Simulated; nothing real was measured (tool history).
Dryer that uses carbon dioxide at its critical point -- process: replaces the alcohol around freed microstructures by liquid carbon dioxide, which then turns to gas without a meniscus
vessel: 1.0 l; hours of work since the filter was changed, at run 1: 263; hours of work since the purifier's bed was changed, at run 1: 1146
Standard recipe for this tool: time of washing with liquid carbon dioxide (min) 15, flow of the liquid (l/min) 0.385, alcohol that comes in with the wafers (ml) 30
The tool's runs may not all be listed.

run    hour  time of washing with liquid carbon dioxide (min)  flow of the liquid (l/min)  alcohol that comes in with the wafers (ml)  hours of work since the filter was changed  hours of work since the purifier's bed was changed  alcohol left in the vessel before it's heated (ppm by volume)
  1       0                                                15                       0.385                                          30                                         263                                                1146                                                            473
  2    34.4                                                15                       0.385                                          36                                         289                                                1172                                                            601
         64  -- inlet filter changed
  3    69.8                                                15                       0.359                                          30                                           4                                                1198                                                            388
  4   102.8                                                15                       0.385                                          44                                          29                                                1223                                                            432
  5   132.7                                                15                       0.385                                          44                                          52                                                1246                                                            452
  6   157.3                                                15                       0.385                                          44                                          71                                                1264                                                            471
  7   176.7                                                15                       0.385                                          44                                          86                                                1279                                                            475
  8   196.6                                                15                       0.232                                          30                                         101                                                1294                                                           2056
  9   223.3                                                15                       0.232                                          30                                         121                                                1314                                                           2077
 10   243.4                                                15                       0.385                                          30                                         136                                                1330                                                            386
 11   263.4                                                15                       0.385                                          30                                         151                                                1345                                                            418
 12   283.8                                                15                       0.385                                          30                                         167                                                1360                                                            417
 13   306.3                                                15                       0.385                                          30                                         184                                                1377                                                            438
 14     335                                                15                       0.339                                          30                                         206                                                1399                                                            740
 15   366.8                                                15                       0.385                                          30                                         230                                                1423                                                            470
      402.1  -- purifier's bed changed
 16   404.9                                                15                       0.385                                          30                                         256                                                   2                                                            391
 17   439.5                                                15                       0.385                                          30                                         283                                                  28                                                            417
 18   463.1                                                15                       0.385                                          25                                         301                                                  46                                                            374
      478.4  -- inlet filter changed
 19   494.2                                                15                       0.385                                          30                                          12                                                  69                                                            226
 20   514.9                                                15                       0.385                                          40                                          28                                                  85                                                            305
 21     547                                                21                       0.385                                          40                                          52                                                 109                                                             59
 22   570.4                                                15                       0.385                                          40                                          70                                                 127                                                            340
 23     602                                                15                       0.469                                         109                                          94                                                 151                                                            330
 24     636                                                10                       0.614                                          46                                         120                                                 177                                                            281
 25   665.6                                                12                       0.329                                          21                                         142                                                 199                                                            959
 26   696.5                                                17                       0.285                                          21                                         166                                                 223                                                            525
 27   728.6                                                14                       0.356                                          21                                         190                                                 247                                                            461
 28   747.3                                                10                       0.352                                          39                                         204                                                 261                                                           2605
 29   772.7                                                10                       0.352                                          39                                         223                                                 281                                                           2740
 30     788                                                15                       0.356                                          39                                         235                                                 292                                                            713
 31   818.8                                                18                       0.332                                          33                                         258                                                 316                                                            417
 32   838.6                                                18                       0.332                                          33                                         273                                                 331                                                            446
 33   876.1                                                18                       0.332                                          33                                         302                                                 359                                                            476
      889.8  -- inlet filter changed
 34     904                                                17                       0.576                                         114                                          11                                                 379                                                             51
 35   939.6                                                14                       0.316                                          48                                          38                                                 406                                                           1230
 36   964.9                                                14                       0.316                                          48                                          57                                                 426                                                           1296
 37  1001.7                                                14                       0.316                                          48                                          85                                                 454                                                           1332
 38  1036.3                                                14                       0.316                                          48                                         111                                                 480                                                           1432
 39  1052.3                                                16                       0.239                                          48                                         123                                                 492                                                           2449
 40  1071.5                                                16                       0.239                                          48                                         138                                                 507                                                           2529
 41  1108.5                                                16                       0.239                                         109                                         166                                                 535                                                           5739
 42  1129.6                                                10                        0.24                                          82                                         182                                                 551                                                          13013

What if the next run were any one of these 4? Each begins from the tool's condition after run 42:
  A  1155.2                                                23                       0.385                                          27                                         202                                                 570                                                              ?
  B  1155.2                                                13                       0.521                                          82                                         202                                                 570                                                              ?
  C  1155.2                                                15                       0.456                                          61                                         202                                                 570                                                              ?
  D  1155.2                                                10                       0.419                                          62                                         202                                                 570                                                              ?

run  alcohol left in the vessel before it's heated (ppm by volume)
  A                                                             70
  B                                                            423
  C                                                            336
  D                                                           2481
Without the tool's unlogged condition, the same runs would have read:
run  alcohol left in the vessel before it's heated (ppm by volume)
  A                                                              3
  B                                                            205
  C                                                            159
  D                                                           1664

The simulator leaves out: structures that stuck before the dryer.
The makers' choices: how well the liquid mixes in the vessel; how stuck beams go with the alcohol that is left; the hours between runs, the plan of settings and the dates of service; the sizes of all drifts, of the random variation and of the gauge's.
